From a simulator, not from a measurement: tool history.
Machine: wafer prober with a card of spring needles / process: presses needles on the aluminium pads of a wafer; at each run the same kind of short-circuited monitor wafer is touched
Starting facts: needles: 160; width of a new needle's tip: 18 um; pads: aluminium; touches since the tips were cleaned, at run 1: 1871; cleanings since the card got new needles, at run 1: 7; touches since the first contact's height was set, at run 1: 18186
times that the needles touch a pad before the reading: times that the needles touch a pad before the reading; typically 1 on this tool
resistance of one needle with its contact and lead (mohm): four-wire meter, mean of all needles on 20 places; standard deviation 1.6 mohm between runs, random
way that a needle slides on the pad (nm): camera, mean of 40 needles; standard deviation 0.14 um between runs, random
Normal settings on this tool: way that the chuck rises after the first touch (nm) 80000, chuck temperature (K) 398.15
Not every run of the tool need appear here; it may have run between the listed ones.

run   hour  way that the chuck rises after the first touch (nm)  chuck temperature (K)  times that the needles touch a pad before the reading  touches since the tips were cleaned  cleanings since the card got new needles  touches since the first contact's height was set  resistance of one needle with its contact and lead (mohm)  way that a needle slides on the pad (nm)
  1      0                                                80000                 398.15                                                      1                                 1871                                         7                                             18186                                                        182                                     16380
       1.4  -- tips cleaned on abrasive film
         8  -- tips cleaned on abrasive film
      14.7  -- tips cleaned on abrasive film
      21.3  -- tips cleaned on abrasive film
      27.3  -- tips cleaned on abrasive film
  2   27.3                                                80000                 398.15                                                      1                                    0                                        12                                             28634                                                        166                                     16230
      33.9  -- tips cleaned on abrasive film
      40.6  -- tips cleaned on abrasive film
      47.2  -- tips cleaned on abrasive film
  3   49.1                                                80000                 398.15                                                      1                                  722                                        15                                             37003                                                        169                                     16040
      53.1  -- tips cleaned on abrasive film
      59.7  -- tips cleaned on abrasive film
      66.3  -- tips cleaned on abrasive film
  4   67.5                                                80000                 398.15                                                      1                                  435                                        18                                             44066                                                        169                                     16490
      72.8  -- tips cleaned on abrasive film
      79.4  -- tips cleaned on abrasive film
      86.1  -- tips cleaned on abrasive film
      92.7  -- tips cleaned on abrasive film
      99.3  -- tips cleaned on abrasive film
       106  -- tips cleaned on abrasive film
  5  108.3                                                80000                 398.15                                                      1                                  902                                        24                                             59752                                                        174                                     15770
     109.9  -- height of the first contact set anew
     112.6  -- tips cleaned on abrasive film
     117.9  -- tips cleaned on abrasive film
     124.6  -- tips cleaned on abrasive film
  6  128.4                                                80000                 398.15                                                      1                                 1493                                        27                                              7100                                                        181                                     15700
     131.1  -- tips cleaned on abrasive film
     137.8  -- tips cleaned on abrasive film
     144.4  -- tips cleaned on abrasive film
       151  -- tips cleaned on abrasive film
     157.7  -- tips cleaned on abrasive film
  7  160.1                                                80000                 398.15                                                      1                                  950                                        32                                             19266                                                        179                                     15560
     164.1  -- tips cleaned on abrasive film
     170.8  -- tips cleaned on abrasive film
     177.4  -- tips cleaned on abrasive film
       184  -- tips cleaned on abrasive film
     190.7  -- tips cleaned on abrasive film
       196  -- tips cleaned on abrasive film
  8    196                                                80000                 398.15                                                      1                                    0                                        38                                             33036                                                        167                                     15480
     201.4  -- tips cleaned on abrasive film
       208  -- tips cleaned on abrasive film
     213.4  -- tips cleaned on abrasive film
  9  217.1                                                80000                 398.15                                                      1                                 1451                                        41                                             41142                                                        181                                     15450
     219.8  -- tips cleaned on abrasive film
     225.1  -- tips cleaned on abrasive film
     231.8  -- tips cleaned on abrasive film
     237.1  -- tips cleaned on abrasive film
     243.7  -- tips cleaned on abrasive film
     250.4  -- tips cleaned on abrasive film
 10  255.2                                                71000                 318.15                                                      1                                 1894                                        47                                             55781                                                        185                                     13400
     256.6  -- tips cleaned on abrasive film
     263.3  -- tips cleaned on abrasive film
     269.9  -- tips cleaned on abrasive film
     276.5  -- tips cleaned on abrasive film
     278.2  -- height of the first contact set anew, once more
     282.2  -- tips cleaned on abrasive film
 11  282.9                                                80000                 308.15                                                      2                                  267                                        52                                              1796                                                        151                                     16500
     288.2  -- tips cleaned on abrasive film
     294.8  -- tips cleaned on abrasive film
     301.5  -- tips cleaned on abrasive film
 12  305.7                                                87000                 398.15                                                      2                                 1649                                        55                                             10583                                                        172                                     18020
     307.1  -- tips cleaned on abrasive film
     313.7  -- tips cleaned on abrasive film
     320.4  -- tips cleaned on abrasive film
       327  -- tips cleaned on abrasive film
     333.6  -- tips cleaned on abrasive film
     340.3  -- tips cleaned on abrasive film
       346  -- tips cleaned on abrasive film
 13    346                                                61000                 321.15                                                      1                                    0                                        62                                             26034                                                        159                                     12420
     352.6  -- tips cleaned on abrasive film
       358  -- tips cleaned on abrasive film
     364.6  -- tips cleaned on abrasive film
     369.9  -- tips cleaned on abrasive film
     376.6  -- tips cleaned on abrasive film
 14  377.1                                                80000                 328.15                                                      3                                  219                                        67                                             37977                                                        152                                     16230
     382.5  -- tips cleaned on abrasive film
     389.1  -- tips cleaned on abrasive film
     395.7  -- tips cleaned on abrasive film
     401.9  -- tips cleaned on abrasive film
 15  401.9                                                80000                 328.15                                                      3                                    0                                        71                                             47479                                                        155                                     16020
     407.2  -- tips cleaned on abrasive film
     413.9  -- tips cleaned on abrasive film
     420.5  -- tips cleaned on abrasive film
 16  425.7                                                92000                 315.15                                                      3                                 2027                                        74                                             56644                                                        156                                     18270
     427.1  -- tips cleaned on abrasive film
     433.8  -- tips cleaned on abrasive film
     440.4  -- tips cleaned on abrasive film
       447  -- tips cleaned on abrasive film
     453.4  -- tips cleaned on abrasive film
 17  453.4                                                66000                 315.15                                                      2                                    0                                        79                                             67243                                                        156                                     13070

3 options for the next run, each taken on its own from the tool as it stands now. Forecast them:
       460  -- tips cleaned on abrasive film
     466.7  -- tips cleaned on abrasive film
     472.2  -- tips cleaned on abrasive film
  A  472.2                                                66000                 315.15                                                      2                                    0                                        82                                             74466                                                          ?                                         ?
       460  -- tips cleaned on abrasive film
     466.7  -- tips cleaned on abrasive film
     472.2  -- tips cleaned on abrasive film
  B  472.2                                                80000                 364.15                                                      1                                    0                                        82                                             74466                                                          ?                                         ?
       460  -- tips cleaned on abrasive film
     466.7  -- tips cleaned on abrasive film
     472.2  -- tips cleaned on abrasive film
  C  472.2                                                80000                 343.15                                                      1                                    0                                        82                                             74466                                                          ?                                         ?

run  resistance of one needle with its contact and lead (mohm)  way that a needle slides on the pad (nm)
  A                                                        154                                     12770
  B                                                        161                                     15800
  C                                                        159                                     15950
Without the tool's hidden state the same runs would have given:
run  resistance of one needle with its contact and lead (mohm)  way that a needle slides on the pad (nm)
  A                                                        150                                     13450
  B                                                        157                                     16480
  C                                                        155                                     16630
